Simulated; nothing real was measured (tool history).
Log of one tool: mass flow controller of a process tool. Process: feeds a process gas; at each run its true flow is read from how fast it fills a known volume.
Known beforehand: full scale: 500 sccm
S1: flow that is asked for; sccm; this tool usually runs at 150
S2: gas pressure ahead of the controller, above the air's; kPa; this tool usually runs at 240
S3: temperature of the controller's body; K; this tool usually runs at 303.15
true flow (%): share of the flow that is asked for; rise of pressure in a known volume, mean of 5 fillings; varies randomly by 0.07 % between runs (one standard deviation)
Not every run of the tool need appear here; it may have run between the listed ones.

run 1 hour=0 | S1=150 S2=240 S3=303.15 | true_flow_(%)=98.98
run 2 hour=112.7 | S1=150 S2=240 S3=303.15 | true_flow_(%)=99.1
run 3 hour=221 | S1=150 S2=185 S3=303.15 | true_flow_(%)=99.04
run 4 hour=355.5 | S1=150 S2=185 S3=303.15 | true_flow_(%)=99.04
run 5 hour=483 | S1=150 S2=185 S3=303.15 | true_flow_(%)=99.11
run 6 hour=574.3 | S1=150 S2=185 S3=303.15 | true_flow_(%)=99.11
run 7 hour=717.8 | S1=150 S2=240 S3=303.15 | true_flow_(%)=99.27
run 8 hour=791 | S1=150 S2=240 S3=303.15 | true_flow_(%)=99.26
run 9 hour=859.5 | S1=150 S2=227 S3=306.15 | true_flow_(%)=99.18
run 10 hour=939.3 | S1=150 S2=227 S3=306.15 | true_flow_(%)=99.12
run 11 hour=1054.1 | S1=200 S2=220 S3=300.15 | true_flow_(%)=99.4
run 12 hour=1165.8 | S1=200 S2=220 S3=300.15 | true_flow_(%)=99.5
run 13 hour=1305.7 | S1=150 S2=229 S3=296.15 | true_flow_(%)=99.51
run 14 hour=1429.2 | S1=150 S2=201 S3=296.15 | true_flow_(%)=99.45

4 ways to go on from here, each from the tool as it stands after run 14. What would each give?
run A hour=1507.6 | S1=63 S2=157 S3=295.15 | true_flow_(%)=?
run B hour=1507.6 | S1=450 S2=234 S3=303.15 | true_flow_(%)=?
run C hour=1507.6 | S1=90 S2=240 S3=303.15 | true_flow_(%)=?
run D hour=1507.6 | S1=294 S2=174 S3=297.15 | true_flow_(%)=?

run=A true_flow_(%)=99.33
run=B true_flow_(%)=100.3
run=C true_flow_(%)=99.34
run=D true_flow_(%)=99.8
Without the tool's unlogged condition, the same runs would have read:
run=A true_flow_(%)=98.95
run=B true_flow_(%)=99.9
run=C true_flow_(%)=98.95
run=D true_flow_(%)=99.4

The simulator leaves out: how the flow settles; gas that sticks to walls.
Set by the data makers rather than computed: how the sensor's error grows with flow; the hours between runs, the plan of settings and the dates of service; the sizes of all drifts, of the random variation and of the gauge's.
